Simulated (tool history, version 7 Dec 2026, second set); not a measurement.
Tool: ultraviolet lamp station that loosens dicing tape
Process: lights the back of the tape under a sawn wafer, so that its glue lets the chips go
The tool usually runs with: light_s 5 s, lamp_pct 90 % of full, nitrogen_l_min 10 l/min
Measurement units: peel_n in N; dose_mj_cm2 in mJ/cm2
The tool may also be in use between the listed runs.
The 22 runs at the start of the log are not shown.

run     day  light_s  lamp_pct  nitrogen_l_min  peel_n  dose_mj_cm2
 23  25.775        4        90              10   1.625          407
 24  26.471        6        90              10   0.812          610
 25  27.933        3        67              10   3.282          229
 26  29.567        3        67              10   3.256          222
 27  31.158        5        84               7   1.648          456
 28  31.929        2        88              11   3.658          193
 29  33.046        2        88              11   3.627          192
 30  34.646        2        88              11   3.669          189
 31  36.138        2        88              11   3.759          188
 32   36.95        2        88              11   3.807          186
 33    38.3        6        97              10   0.802          608
 34  39.458        3        60              19   3.123          186
 35  40.188        8       100              19   0.289          823
 36  41.125        6        69               7    1.81          421
 37  42.408        6        69               7   1.855          414
 38   43.15        3        90              10   2.739          272
 39  44.333        2        81              10   4.139          161
 40  45.688        4        76              10   2.463          299
 41  47.142        4        76               6   3.135          297
 42  48.408        5        75               9    2.02          363
 43  50.108        4        75               3   3.886          281

Each row is a separate what-if for the run after 43, all from the same tool condition, not one after another. Results?
  A  51.254        6        93               7       ?            ?
  B  51.254        5        63               9       ?            ?
  C  51.254        9       100               8       ?            ?
  D  51.254        2        76               5       ?            ?

run  peel_n  dose_mj_cm2
  A   1.336          525
  B   2.537          295
  C   0.467          849
  D   5.074          141
Had the tool no hidden state, the same runs would have come out as:
run  peel_n  dose_mj_cm2
  A   0.674          751
  B   1.584          423
  C   0.232         1214
  D   4.218          203
